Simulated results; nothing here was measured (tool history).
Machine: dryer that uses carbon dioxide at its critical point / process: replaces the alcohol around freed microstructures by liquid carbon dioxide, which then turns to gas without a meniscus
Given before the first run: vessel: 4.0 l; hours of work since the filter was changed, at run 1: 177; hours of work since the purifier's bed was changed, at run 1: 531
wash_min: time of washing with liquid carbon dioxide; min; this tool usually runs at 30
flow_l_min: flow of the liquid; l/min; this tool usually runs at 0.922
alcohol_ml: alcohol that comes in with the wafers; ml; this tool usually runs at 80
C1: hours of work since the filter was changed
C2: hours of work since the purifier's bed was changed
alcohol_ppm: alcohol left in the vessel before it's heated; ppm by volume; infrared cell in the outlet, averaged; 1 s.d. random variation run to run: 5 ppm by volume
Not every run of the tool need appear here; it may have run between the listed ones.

run 1 day=0 | wash_min=30 flow_l_min=0.922 alcohol_ml=80 | C1=177 C2=531 | alcohol_ppm=137
run 2 day=1.088 | wash_min=30 flow_l_min=0.922 alcohol_ml=80 | C1=189 C2=542 | alcohol_ppm=146
run 3 day=2.346 | wash_min=30 flow_l_min=0.922 alcohol_ml=80 | C1=202 C2=556 | alcohol_ppm=141
run 4 day=3.067 | wash_min=46 flow_l_min=0.922 alcohol_ml=80 | C1=209 C2=563 | alcohol_ppm=100
run 5 day=4.088 | wash_min=46 flow_l_min=0.922 alcohol_ml=80 | C1=220 C2=574 | alcohol_ppm=104
run 6 day=5.346 | wash_min=30 flow_l_min=0.922 alcohol_ml=80 | C1=233 C2=587 | alcohol_ppm=160
run 7 day=6.188 | wash_min=39 flow_l_min=0.922 alcohol_ml=80 | C1=242 C2=596 | alcohol_ppm=118
run 8 day=7.117 | wash_min=30 flow_l_min=0.922 alcohol_ml=46 | C1=252 C2=605 | alcohol_ppm=141
run 9 day=8.296 | wash_min=35 flow_l_min=0.922 alcohol_ml=80 | C1=264 C2=618 | alcohol_ppm=129
run 10 day=8.879 | wash_min=35 flow_l_min=0.922 alcohol_ml=80 | C1=270 C2=624 | alcohol_ppm=131
run 11 day=9.679 | wash_min=21 flow_l_min=0.819 alcohol_ml=73 | C1=278 C2=632 | alcohol_ppm=571
run 12 day=10.804 | wash_min=21 flow_l_min=1.296 alcohol_ml=102 | C1=290 C2=644 | alcohol_ppm=192
run 13 day=11.954 | wash_min=31 flow_l_min=1.46 alcohol_ml=22 | C1=302 C2=656 | alcohol_ppm=111
run 14 day=13.083 | wash_min=22 flow_l_min=0.884 alcohol_ml=41 | C1=314 C2=668 | alcohol_ppm=284
run 15 day=14.354 | wash_min=22 flow_l_min=0.884 alcohol_ml=41 | C1=327 C2=681 | alcohol_ppm=291
run 16 day=15.083 | wash_min=20 flow_l_min=1.015 alcohol_ml=26 | C1=335 C2=688 | alcohol_ppm=216
run 17 day=15.654 | wash_min=30 flow_l_min=1.499 alcohol_ml=102 | C1=340 C2=694 | alcohol_ppm=120
run 18 day=16.6 | wash_min=30 flow_l_min=1.23 alcohol_ml=38 | C1=350 C2=704 | alcohol_ppm=125
run 19 day=17.404 | wash_min=48 flow_l_min=1.364 alcohol_ml=40 | C1=359 C2=713 | alcohol_ppm=119

Alternative continuations, all from the tool just after run 19; predict every row:
run A day=18.212 | wash_min=27 flow_l_min=0.774 alcohol_ml=44 | C1=367 C2=721 | alcohol_ppm=?
run B day=18.212 | wash_min=48 flow_l_min=1.119 alcohol_ml=40 | C1=367 C2=721 | alcohol_ppm=?
run C day=18.212 | wash_min=30 flow_l_min=0.602 alcohol_ml=80 | C1=367 C2=721 | alcohol_ppm=?

run=A alcohol_ppm=278
run=B alcohol_ppm=121
run=C alcohol_ppm=565
Without the tool's unlogged condition, the same runs would have read:
run=A alcohol_ppm=98
run=B alcohol_ppm=3
run=C alcohol_ppm=283
